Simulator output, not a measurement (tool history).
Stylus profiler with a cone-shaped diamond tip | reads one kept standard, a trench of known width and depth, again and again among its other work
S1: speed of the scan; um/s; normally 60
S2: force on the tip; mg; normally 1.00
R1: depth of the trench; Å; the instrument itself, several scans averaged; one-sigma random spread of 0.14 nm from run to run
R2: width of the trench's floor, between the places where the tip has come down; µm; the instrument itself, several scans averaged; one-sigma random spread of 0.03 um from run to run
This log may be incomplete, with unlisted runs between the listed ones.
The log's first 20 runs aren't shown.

| run | hour | S1 | S2 | R1 | R2 |
|---|---|---|---|---|---|
| 21 | 732.1 | 60 | 0.41 | 5017.1 | 97.06 |
| 22 | 774.9 | 60 | 1.00 | 5032.8 | 97.16 |
| 23 | 796.9 | 60 | 1.00 | 5033.4 | 97.18 |
| 24 | 824.6 | 30 | 0.63 | 5025.1 | 97.18 |
| 25 | 861.2 | 30 | 0.63 | 5025.2 | 97.18 |
| 26 | 883.0 | 226 | 1.27 | 5040.6 | 96.65 |
| 27 | 921.6 | 168 | 2.73 | 5063.0 | 96.95 |
| 28 | 945.0 | 168 | 2.73 | 5062.8 | 96.95 |
| 29 | 978.4 | 16 | 1.00 | 5032.9 | 97.30 |
| 30 | 1004.3 | 123 | 1.00 | 5032.5 | 96.91 |
| 31 | 1033.3 | 19 | 0.63 | 5026.4 | 97.25 |
| 32 | 1077.9 | 19 | 0.63 | 5025.9 | 97.25 |
| 33 | 1102.0 | 32 | 0.48 | 5021.0 | 97.21 |
| 34 | 1128.9 | 198 | 2.04 | 5052.2 | 96.91 |
| 35 | 1159.4 | 27 | 1.93 | 5052.4 | 97.27 |
| 36 | 1189.0 | 103 | 0.34 | 5018.3 | 96.70 |
| 37 | 1211.7 | 103 | 0.34 | 5017.5 | 96.74 |
| 38 | 1252.9 | 174 | 0.55 | 5022.8 | 96.57 |
| 39 | 1277.3 | 174 | 0.55 | 5022.5 | 96.53 |
| 40 | 1309.9 | 174 | 0.55 | 5024.0 | 96.54 |
| 41 | 1333.0 | 174 | 0.55 | 5021.6 | 96.49 |
| 42 | 1373.3 | 43 | 1.13 | 5035.2 | 97.23 |
| 43 | 1410.4 | 24 | 0.42 | 5017.4 | 97.22 |
| 44 | 1431.3 | 108 | 0.42 | 5017.7 | 96.76 |
| 45 | 1457.2 | 108 | 0.42 | 5018.5 | 96.75 |

Forecast each of these 3 alternatives for the next run:
| A | 1484.6 | 108 | 0.48 | ? | ? |
| B | 1484.6 | 18 | 1.00 | ? | ? |
| C | 1484.6 | 108 | 0.53 | ? | ? |

| run | R1 | R2 |
|---|---|---|
| A | 5022.8 | 96.81 |
| B | 5030.5 | 97.27 |
| C | 5021.5 | 96.86 |
Take away the tool's hidden state, keep each run's random variation, and the runs would have read:
| run | R1 | R2 |
|---|---|---|
| A | 5022.6 | 96.82 |
| B | 5030.4 | 97.27 |
| C | 5021.4 | 96.87 |
